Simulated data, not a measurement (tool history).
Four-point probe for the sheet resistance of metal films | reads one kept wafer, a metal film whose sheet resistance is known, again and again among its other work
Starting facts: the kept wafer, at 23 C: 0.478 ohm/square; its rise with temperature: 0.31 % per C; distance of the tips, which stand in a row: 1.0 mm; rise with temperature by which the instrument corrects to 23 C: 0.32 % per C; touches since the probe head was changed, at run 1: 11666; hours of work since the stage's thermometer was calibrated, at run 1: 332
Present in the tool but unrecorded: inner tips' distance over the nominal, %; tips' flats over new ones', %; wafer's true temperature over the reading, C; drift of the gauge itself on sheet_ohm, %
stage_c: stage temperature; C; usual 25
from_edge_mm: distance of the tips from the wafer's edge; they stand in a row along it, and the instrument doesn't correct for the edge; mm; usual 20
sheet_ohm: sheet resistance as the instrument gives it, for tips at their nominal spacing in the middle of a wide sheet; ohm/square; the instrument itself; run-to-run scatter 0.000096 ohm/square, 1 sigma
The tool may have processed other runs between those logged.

run,hour,stage_c,from_edge_mm,touches since the probe head was changed,hours of work since the stage's thermometer was calibrated,sheet_ohm
1,0,25,20,11666,332,0.47737
2,16.6,25,20,11888,341,0.477577
3,42.4,28,20,12233,354,0.477438
4,77.2,19,20,12700,372,0.477882
5,107.5,25,14,13105,387,0.478175
6,133.6,25,43,13456,400,0.476947
7,159.3,25,20,13800,414,0.477465
8,183.9,25,20,14130,426,0.477541
9,206.2,27,20,14428,438,0.477597
10,235.4,27,20,14819,453,0.47772
11,251.3,27,20,15032,461,0.477498
12,278.2,27,20,15393,475,0.477409
13,314.2,27,20,15875,493,0.477464
14,341.7,27,20,16243,507,0.477469
15,358.4,27,20,16467,516,0.477404
16,375,25,20,16690,524,0.477551
17,390.7,24,20,16900,532,0.477719
18,424.6,24,20,17354,550,0.477693
19,454.8,25,12,17758,565,0.478605
20,489.8,25,12,18227,583,0.478395
21,512.5,25,4,18532,595,0.492406
22,547.6,25,4,19001,612,0.492412
23,565.3,23,25,19239,622,0.477443
24,599.4,24,73,19695,639,0.477124
25,633.2,19,73,20148,656,0.477221
26,666.4,25,47,20592,673,0.476905
27,686,28,7,20856,683,0.481987
28,719.5,19,27,21305,701,0.477509
29,743.2,20,35,21622,713,0.477144
30,768.5,32,8,21961,726,0.480518
31,801.1,28,26,22398,742,0.477046
32,822.9,22,6,22689,753,0.484041
33,853.6,34,69,23102,769,0.476344
34,886.3,34,71,23539,786,0.47651
35,909.9,32,4,23855,798,0.492049
36,946.8,32,4,24349,817,0.492141
37,978,25,7,24767,833,0.482028
38,995.3,19,20,24999,842,0.477803
39,1025.9,24,15,25409,857,0.478025
40,1059.5,24,15,25859,875,0.4781
41,1075.6,25,25,26075,883,0.477148
42,1098.8,25,25,26386,895,0.47705
43,1117,25,45,26630,904,0.476914
44,1137.9,25,45,26910,915,0.476881

3 ways to go on from here, each from the tool as it stands after run 44. What would each give?
A,1165.2,22,5,27275,929,?
B,1165.2,20,20,27275,929,?
C,1165.2,29,31,27275,929,?

run,sheet_ohm
A,0.486991
B,0.477692
C,0.476611
The same runs, with their run-to-run variation unchanged, on a tool lacking any hidden condition would have given:
run,sheet_ohm
A,0.48814
B,0.478817
C,0.477752

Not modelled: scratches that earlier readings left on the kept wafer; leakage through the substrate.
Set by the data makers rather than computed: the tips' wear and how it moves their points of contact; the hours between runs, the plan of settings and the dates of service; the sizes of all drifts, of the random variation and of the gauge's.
